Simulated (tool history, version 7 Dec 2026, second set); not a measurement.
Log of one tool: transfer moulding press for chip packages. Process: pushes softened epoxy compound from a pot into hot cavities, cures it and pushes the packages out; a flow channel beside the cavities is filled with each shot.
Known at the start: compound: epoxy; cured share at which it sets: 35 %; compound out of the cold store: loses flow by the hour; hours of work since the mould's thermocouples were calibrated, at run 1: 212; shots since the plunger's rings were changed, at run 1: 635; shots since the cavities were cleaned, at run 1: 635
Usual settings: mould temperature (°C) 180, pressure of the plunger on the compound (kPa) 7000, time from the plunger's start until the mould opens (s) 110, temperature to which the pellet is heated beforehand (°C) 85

run   hour  mould temperature (°C)  pressure of the plunger on the compound (kPa)  time from the plunger's start until the mould opens (s)  temperature to which the pellet is heated beforehand (°C)  hours of work since the mould's thermocouples were calibrated  shots since the plunger's rings were changed  shots since the cavities were cleaned  incoming compound's hours out of the cold store  length that the compound runs in the flow channel (mm)  greatest force on the pins that push the packages out (N)
  1      0                     180                                           7000                                                      110                                                         85                                                            212                                           635                                    635                                             28.9                                                     556                                                        567
       2.5  -- cavities cleaned with cleaning compound and waxed
  2    9.2                     180                                           7000                                                      110                                                         85                                                            218                                           743                                     94                                             42.6                                                     529                                                        420
  3   17.6                     180                                           7000                                                      110                                                         85                                                            225                                           861                                    212                                             41.9                                                     530                                                        458
  4   34.9                     180                                           7000                                                      110                                                         85                                                            238                                          1104                                    455                                             44.8                                                     525                                                        495
  5   46.5                     180                                           7000                                                      110                                                         85                                                            247                                          1267                                    618                                             23.3                                                     560                                                        550
      50.2  -- cavities cleaned with cleaning compound and waxed
  6     60                     180                                           7000                                                      110                                                         85                                                            256                                          1436                                    137                                             26.4                                                     552                                                        466
  7   73.8                     180                                           7000                                                      110                                                         85                                                            267                                          1629                                    330                                             19.9                                                     566                                                        497
  8   89.6                     180                                           7000                                                      110                                                         85                                                            279                                          1852                                    553                                             40.3                                                     525                                                        536
      98.5  -- cavities cleaned with cleaning compound and waxed
  9  105.4                     180                                           7000                                                      110                                                         85                                                            290                                          2052                                     97                                               30                                                     543                                                        441
 10  121.6                     180                                           7000                                                      110                                                         85                                                            303                                          2280                                    325                                             13.1                                                     572                                                        495
 11  133.6                     180                                           7000                                                      110                                                         85                                                            312                                          2449                                    494                                             44.8                                                     514                                                        521
 12  143.4                     180                                           6030                                                      110                                                         85                                                            319                                          2587                                    632                                             44.4                                                     478                                                        557
     146.3  -- cavities cleaned with cleaning compound and waxed
 13  161.9                     187                                           7000                                                      110                                                         85                                                            332                                          2826                                    220                                             47.7                                                     497                                                        439
 14  176.3                     180                                           7000                                                      110                                                         85                                                            343                                          3027                                    421                                             33.8                                                     529                                                        513
 15  184.4                     173                                           6670                                                      110                                                         86                                                            350                                          3141                                    535                                             13.7                                                     567                                                        738
     194.6  -- cavities cleaned with cleaning compound and waxed
 16  194.7                     173                                           6670                                                       92                                                         94                                                            357                                          3265                                      1                                             35.1                                                     526                                                        718
       211  -- plunger's sealing rings changed
 17  211.2                     180                                           5460                                                      103                                                         91                                                            367                                             2                                    197                                               22                                                     502                                                        499
 18  223.9                     173                                           5640                                                      135                                                         82                                                            377                                           181                                    376                                             32.1                                                     507                                                        519
 19    235                     173                                           5640                                                      135                                                         82                                                            386                                           336                                    531                                             39.6                                                     494                                                        522
     245.2  -- cavities cleaned with cleaning compound and waxed
 20  250.2                     180                                           8320                                                      121                                                         80                                                            396                                           529                                     71                                             39.2                                                     585                                                        399
 21  259.4                     180                                           8320                                                      121                                                         80                                                            403                                           658                                    200                                             38.5                                                     584                                                        429

Run 22 comes next. What will it give?
     267.3  -- mould's thermocouples calibrated
 22  271.1                     180                                           5370                                                      110                                                         85                                                              3                                           794                                    336                                             10.6                                                       ?                                                          ?

length that the compound runs in the flow channel (mm): 515
greatest force on the pins that push the packages out (N): 519
Without the tool's hidden state the same run would have given length that the compound runs in the flow channel (mm) 520, greatest force on the pins that push the packages out (N) 406.

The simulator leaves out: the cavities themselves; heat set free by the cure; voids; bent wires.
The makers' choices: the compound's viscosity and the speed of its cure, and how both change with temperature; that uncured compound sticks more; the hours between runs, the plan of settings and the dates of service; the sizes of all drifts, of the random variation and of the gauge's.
